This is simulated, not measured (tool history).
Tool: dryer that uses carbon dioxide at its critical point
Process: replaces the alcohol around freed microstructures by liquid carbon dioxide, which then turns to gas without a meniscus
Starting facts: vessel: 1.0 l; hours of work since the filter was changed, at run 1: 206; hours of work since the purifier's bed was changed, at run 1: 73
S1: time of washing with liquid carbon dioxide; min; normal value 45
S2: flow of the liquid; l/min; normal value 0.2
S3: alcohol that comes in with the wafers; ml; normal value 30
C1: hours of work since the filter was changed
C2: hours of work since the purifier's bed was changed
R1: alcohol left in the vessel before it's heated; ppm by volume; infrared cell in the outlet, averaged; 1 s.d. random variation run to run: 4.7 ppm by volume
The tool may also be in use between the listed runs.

run   hour  S1     S2  S3   C1   C2   R1
  1      0  45    0.2  30  206   73   33
  2   21.2  45    0.2  30  214   81   21
  3   41.5  45    0.2  30  222   88   24
  4   59.1  45    0.2  30  229   95   31
  5   72.4  45  0.269  30  234  100   19
  6   92.3  45    0.2  30  241  108   36
  7  108.8  45    0.2  30  247  114   30
  8  127.2  45    0.2  30  254  121   30
  9  144.4  45    0.2  30  261  127   33
 10  157.4  45    0.2  30  266  132   35
 11  179.3  45    0.2  30  274  140   34
 12  201.4  45    0.2  30  282  149   41
 13    218  33    0.2  30  288  155  137
 14  229.3  45    0.2  57  293  159   58
 15  244.6  45    0.2  30  298  165   44
 16  259.8  45  0.132  30  304  171  267
 17  281.9  45    0.2  30  313  179   46
 18  304.2  48    0.2  30  321  187   39
 19  324.4  48    0.2  30  329  195   31
 20  351.4  48    0.2  30  339  205   43
 21  369.8  48    0.2  30  346  212   47
 22  388.6  45    0.2  37  353  219   50
 23    406  67  0.243  40  359  226   33

For run 24, what comes out?
 24  429.2  55  0.27  40  368  235   ?

{"run 24": {"R1": 43}}
The same run, on a tool lacking any hidden state, would have yielded R1 16 ppm by volume.
